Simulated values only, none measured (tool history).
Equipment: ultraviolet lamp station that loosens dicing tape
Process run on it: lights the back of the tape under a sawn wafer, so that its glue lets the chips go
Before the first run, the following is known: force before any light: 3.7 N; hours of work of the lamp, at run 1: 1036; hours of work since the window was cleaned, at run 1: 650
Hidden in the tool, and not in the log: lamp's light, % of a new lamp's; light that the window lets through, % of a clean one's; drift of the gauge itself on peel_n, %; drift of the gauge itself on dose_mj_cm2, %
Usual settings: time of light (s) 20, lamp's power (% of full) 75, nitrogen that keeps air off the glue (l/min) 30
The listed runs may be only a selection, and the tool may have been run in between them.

run   hour  time of light (s)  lamp's power (% of full)  nitrogen that keeps air off the glue (l/min)  hours of work of the lamp  hours of work since the window was cleaned  force that peels the tape off (N)  light that reached the tape (mJ/cm2)
  1      0                 20                        75                                            30                       1036                                         650                              0.481                                   300
  2   30.9                 20                        75                                            30                       1048                                         662                              0.497                                   300
  3  105.4                 20                        75                                            44                       1078                                         692                              0.381                                   295
       123  -- window cleaned of glue's vapour
  4  159.2                 20                        75                                            44                       1100                                          15                              0.459                                   279
  5  228.6                 20                        75                                            44                       1128                                          43                              0.438                                   275
     258.5  -- window cleaned of glue's vapour, once more
  6  282.9                 20                        75                                            44                       1150                                          10                              0.351                                   328
  7  343.8                 20                        75                                            44                       1174                                          34                              0.343                                   321
  8  397.8                 20                        91                                            30                       1196                                          56                               0.31                                   393
  9  440.2                 20                        91                                            30                       1213                                          73                              0.312                                   382
 10  486.5                 20                        91                                            30                       1232                                          92                              0.314                                   379
 11  541.1                 12                        88                                            52                       1254                                         114                              0.645                                   217
 12  613.8                 11                        83                                            30                       1284                                         144                              1.033                                   187
 13  665.8                 20                        81                                            58                       1305                                         165                              0.268                                   326
 14    698                 20                        81                                            58                       1318                                         178                              0.277                                   328
 15  728.5                 20                        81                                            58                       1330                                         190                              0.285                                   326
 16  790.2                 14                        77                                            29                       1355                                         215                              0.876                                   211
 17  821.5                 14                        77                                            29                       1368                                         228                              0.868                                   212

What if the next run were any one of these 5? Each begins from the tool's condition after run 17:
  A  882.1                 12                        91                                            22                       1392                                         252                                  ?                                     ?
  B  882.1                 40                        62                                            27                       1392                                         252                                  ?                                     ?
  C  882.1                 14                        67                                            41                       1392                                         252                                  ?                                     ?
  D  882.1                 20                        73                                            30                       1392                                         252                                  ?                                     ?
  E  882.1                 15                        87                                            13                       1392                                         252                                  ?                                     ?

run  force that peels the tape off (N)  light that reached the tape (mJ/cm2)
  A                              1.017                                   210
  B                              0.209                                   489
  C                              0.922                                   181
  D                              0.543                                   280
  E                              1.015                                   252
Take away the tool's hidden state, keep each run's random variation, and the runs would have read:
run  force that peels the tape off (N)  light that reached the tape (mJ/cm2)
  A                              0.552                                   317
  B                              0.107                                   734
  C                              0.483                                   273
  D                              0.244                                   422
  E                              0.559                                   380

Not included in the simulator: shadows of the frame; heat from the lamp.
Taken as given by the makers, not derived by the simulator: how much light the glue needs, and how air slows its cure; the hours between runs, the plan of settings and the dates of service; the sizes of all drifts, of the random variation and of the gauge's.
